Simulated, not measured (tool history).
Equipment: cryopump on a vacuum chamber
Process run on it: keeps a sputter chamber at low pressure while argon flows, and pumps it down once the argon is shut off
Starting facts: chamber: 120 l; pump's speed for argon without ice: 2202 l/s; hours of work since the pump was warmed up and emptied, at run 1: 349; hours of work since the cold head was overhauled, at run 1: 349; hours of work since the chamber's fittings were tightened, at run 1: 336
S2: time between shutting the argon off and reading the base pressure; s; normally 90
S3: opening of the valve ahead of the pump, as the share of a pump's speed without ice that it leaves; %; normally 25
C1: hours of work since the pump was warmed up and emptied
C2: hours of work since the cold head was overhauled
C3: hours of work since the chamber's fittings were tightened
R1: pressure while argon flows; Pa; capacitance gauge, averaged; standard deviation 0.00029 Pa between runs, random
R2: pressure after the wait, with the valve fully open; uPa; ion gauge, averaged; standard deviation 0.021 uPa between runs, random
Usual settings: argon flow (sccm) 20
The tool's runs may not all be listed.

Run 1, hour 0.0: usual settings; C1 349; C2 349; C3 336. Result: R1 0.0628 Pa, R2 0.57 uPa.
Run 2, hour 10.0: usual settings; C1 355; C2 355; C3 342. Result: R1 0.0628 Pa, R2 0.58 uPa.
Run 3, hour 18.5: usual settings; C1 361; C2 361; C3 347. Result: R1 0.0624 Pa, R2 0.60 uPa.
Run 4, hour 30.9: usual settings but argon flow (sccm) 39; C1 368; C2 368; C3 355. Result: R1 0.1222 Pa, R2 0.61 uPa.
Run 5, hour 47.5: usual settings but argon flow (sccm) 17; C1 379; C2 379; C3 366. Result: R1 0.0535 Pa, R2 0.64 uPa.
Run 6, hour 55.0: usual settings but argon flow (sccm) 17; C1 384; C2 384; C3 370. Result: R1 0.0526 Pa, R2 0.65 uPa.
Run 7, hour 66.4: usual settings but argon flow (sccm) 17; C1 391; C2 391; C3 378. Result: R1 0.0538 Pa, R2 0.62 uPa.
Run 8, hour 74.6: usual settings but argon flow (sccm) 17; C1 396; C2 396; C3 383. Result: R1 0.0531 Pa, R2 0.63 uPa.
Run 9, hour 85.7: usual settings but S2 87 s; C1 403; C2 403; C3 390. Result: R1 0.0624 Pa, R2 0.63 uPa.
Run 10, hour 95.2: usual settings but S2 87 s; C1 409; C2 409; C3 396. Result: R1 0.0626 Pa, R2 0.66 uPa.
Run 11, hour 106.9: usual settings; C1 416; C2 416; C3 403. Result: R1 0.0625 Pa, R2 0.63 uPa.
Run 12, hour 119.1: usual settings; C1 424; C2 424; C3 411. Result: R1 0.0628 Pa, R2 0.66 uPa.
Run 13, hour 127.3: usual settings but argon flow (sccm) 25, S2 20 s, S3 52 %; C1 429; C2 429; C3 416. Result: R1 0.0382 Pa, R2 1.38 uPa.
Run 14, hour 143.9: usual settings but argon flow (sccm) 25, S2 247 s, S3 52 %; C1 440; C2 440; C3 427. Result: R1 0.0385 Pa, R2 0.52 uPa.
Run 15, hour 156.9: usual settings but S2 30 s, S3 60 %; C1 448; C2 448; C3 435. Result: R1 0.0269 Pa, R2 1.11 uPa.
Run 16, hour 170.1: usual settings but S2 30 s, S3 60 %; C1 456; C2 456; C3 443. Result: R1 0.0269 Pa, R2 1.11 uPa.
Run 17, hour 178.0: usual settings but argon flow (sccm) 21, S3 54 %; C1 461; C2 461; C3 448. Result: R1 0.0314 Pa, R2 0.67 uPa.
Run 18, hour 185.4: usual settings but argon flow (sccm) 8, S2 125 s, S3 36 %; C1 466; C2 466; C3 453. Result: R1 0.0180 Pa, R2 0.62 uPa.
Run 19, hour 193.2: usual settings but argon flow (sccm) 8, S2 125 s, S3 36 %; C1 471; C2 471; C3 458. Result: R1 0.0175 Pa, R2 0.68 uPa.
Run 20, hour 203.2: usual settings but argon flow (sccm) 8, S2 125 s, S3 36 %; C1 477; C2 477; C3 464. Result: R1 0.0175 Pa, R2 0.66 uPa.
Run 21, hour 212.9: usual settings but argon flow (sccm) 16, S2 21 s, S3 54 %; C1 483; C2 483; C3 470. Result: R1 0.0237 Pa, R2 1.41 uPa.
Run 22, hour 230.4: usual settings but argon flow (sccm) 10, S2 50 s, S3 35 %; C1 495; C2 495; C3 481. Result: R1 0.0227 Pa, R2 0.88 uPa.
Run 23, hour 244.8: usual settings but argon flow (sccm) 14, S3 51 %; C1 504; C2 504; C3 490. Result: R1 0.0218 Pa, R2 0.70 uPa.
Run 24, hour 252.4: usual settings but argon flow (sccm) 14, S3 51 %; C1 508; C2 508; C3 495. Result: R1 0.0224 Pa, R2 0.71 uPa.

5 ways to go on from here, each from the tool as it stands after run 24. What would each give?
Run A, hour 265.5: usual settings but argon flow (sccm) 29, S3 27 %; C1 517; C2 517; C3 503. Result: R1 ?, R2 ?.
Run B, hour 265.5: usual settings but argon flow (sccm) 23, S3 51 %; C1 517; C2 517; C3 503. Result: R1 ?, R2 ?.
Run C, hour 265.5: usual settings but argon flow (sccm) 10, S2 245 s, S3 51 %; C1 517; C2 517; C3 503. Result: R1 ?, R2 ?.
Run D, hour 265.5: usual settings but argon flow (sccm) 24, S3 51 %; C1 517; C2 517; C3 503. Result: R1 ?, R2 ?.
Run E, hour 265.5: usual settings but argon flow (sccm) 9, S3 51 %; C1 517; C2 517; C3 503. Result: R1 ?, R2 ?.

run      R1    R2
  A  0.0846  0.74
  B  0.0365  0.76
  C  0.0159  0.59
  D  0.0376  0.68
  E  0.0138  0.74
Take away the tool's hidden state, keep each run's random variation, and the runs would have read:
run      R1    R2
  A  0.0824  0.36
  B  0.0347  0.37
  C  0.0152  0.20
  D  0.0358  0.31
  E  0.0131  0.36

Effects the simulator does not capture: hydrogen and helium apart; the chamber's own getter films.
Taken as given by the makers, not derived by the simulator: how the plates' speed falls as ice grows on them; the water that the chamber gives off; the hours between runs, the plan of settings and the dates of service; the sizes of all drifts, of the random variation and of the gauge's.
